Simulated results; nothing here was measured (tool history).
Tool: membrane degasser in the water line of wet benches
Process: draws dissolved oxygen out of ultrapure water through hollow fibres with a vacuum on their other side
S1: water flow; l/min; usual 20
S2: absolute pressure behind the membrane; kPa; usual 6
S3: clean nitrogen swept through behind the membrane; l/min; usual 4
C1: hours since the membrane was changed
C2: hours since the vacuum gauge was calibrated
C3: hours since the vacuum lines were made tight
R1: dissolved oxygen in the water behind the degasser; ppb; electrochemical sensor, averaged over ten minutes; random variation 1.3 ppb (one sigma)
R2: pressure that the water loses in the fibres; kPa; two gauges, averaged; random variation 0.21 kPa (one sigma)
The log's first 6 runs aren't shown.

Run 7, hour 1463.5: usual settings but S1 27 l/min; C1 1954; C2 2895; C3 3395. Result: R1 205.7 ppb, R2 65.35 kPa.
At hour 1662.5: seals of the vacuum lines changed.
Run 8, hour 1662.5: usual settings; C1 2151; C2 3092; C3 0. Result: R1 123.4 ppb, R2 48.45 kPa.
Run 9, hour 1875.9: usual settings; C1 2364; C2 3305; C3 213. Result: R1 123.7 ppb, R2 48.71 kPa.
Run 10, hour 2176.6: usual settings; C1 2665; C2 3606; C3 514. Result: R1 123.8 ppb, R2 48.45 kPa.
Run 11, hour 2420.8: usual settings but S2 6.16 kPa; C1 2909; C2 3850; C3 758. Result: R1 123.9 ppb, R2 48.44 kPa.
Run 12, hour 2709: usual settings but S2 6.16 kPa; C1 3197; C2 4138; C3 1047. Result: R1 123.4 ppb, R2 48.24 kPa.
Run 13, hour 2960.4: usual settings but S3 1.77 l/min; C1 3449; C2 4390; C3 1298. Result: R1 161.3 ppb, R2 48.55 kPa.
Run 14, hour 3102.2: usual settings; C1 3590; C2 4532; C3 1440. Result: R1 125.7 ppb, R2 48.44 kPa.
Run 15, hour 3323.3: usual settings; C1 3812; C2 4753; C3 1661. Result: R1 123 ppb, R2 48.53 kPa.
Run 16, hour 3617.3: usual settings; C1 4106; C2 5047; C3 1955. Result: R1 124.3 ppb, R2 48.46 kPa.
Run 17, hour 3807.6: usual settings but S1 17 l/min, S3 8.96 l/min; C1 4296; C2 5237; C3 2145. Result: R1 75.9 ppb, R2 40.93 kPa.
Run 18, hour 4074.5: usual settings but S1 14 l/min, S3 5.62 l/min; C1 4563; C2 5504; C3 2412. Result: R1 57.3 ppb, R2 34.03 kPa.
Run 19, hour 4370: usual settings but S1 31 l/min, S2 12.71 kPa, S3 2.87 l/min; C1 4858; C2 5799; C3 2708. Result: R1 432.6 ppb, R2 74.98 kPa.
Run 20, hour 4551.8: usual settings but S1 31 l/min, S2 12.71 kPa, S3 2.87 l/min; C1 5040; C2 5981; C3 2889. Result: R1 428.8 ppb, R2 75.59 kPa.
Run 21, hour 4759.6: usual settings but S1 13 l/min, S2 7.46 kPa; C1 5248; C2 6189; C3 3097. Result: R1 67.1 ppb, R2 31.33 kPa.
Run 22, hour 5047: usual settings but S1 13 l/min, S2 6.65 kPa, S3 6.16 l/min; C1 5535; C2 6476; C3 3385. Result: R1 51.1 ppb, R2 31.63 kPa.
At hour 5255.8: seals of the vacuum lines changed.
Run 23, hour 5342.4: usual settings but S1 23 l/min, S3 10.58 l/min; C1 5829; C2 6770; C3 87. Result: R1 136.9 ppb, R2 55.91 kPa.
Run 24, hour 5599.8: usual settings but S1 23 l/min, S3 10.58 l/min; C1 6086; C2 7027; C3 344. Result: R1 132.9 ppb, R2 55.22 kPa.
Run 25, hour 5831.4: usual settings but S1 32 l/min, S3 1.81 l/min; C1 6318; C2 7259; C3 576. Result: R1 313.6 ppb, R2 77.75 kPa.
Run 26, hour 6037.2: usual settings but S1 32 l/min, S2 3.89 kPa, S3 6.72 l/min; C1 6524; C2 7465; C3 781. Result: R1 220.6 ppb, R2 77.35 kPa.

The next listed run, before its measurement:
At hour 6140: vacuum gauge calibrated.
Run 27, hour 6268.9: usual settings but S1 19 l/min, S2 10.71 kPa, S3 2.63 l/min; C1 6755; C2 129; C3 1013. Result: R1 ?, R2 ?.

R1: 209.1 ppb
R2: 46.05 kPa
Without the tool's hidden state the same run would have given R1 208.9 ppb, R2 46.03 kPa.

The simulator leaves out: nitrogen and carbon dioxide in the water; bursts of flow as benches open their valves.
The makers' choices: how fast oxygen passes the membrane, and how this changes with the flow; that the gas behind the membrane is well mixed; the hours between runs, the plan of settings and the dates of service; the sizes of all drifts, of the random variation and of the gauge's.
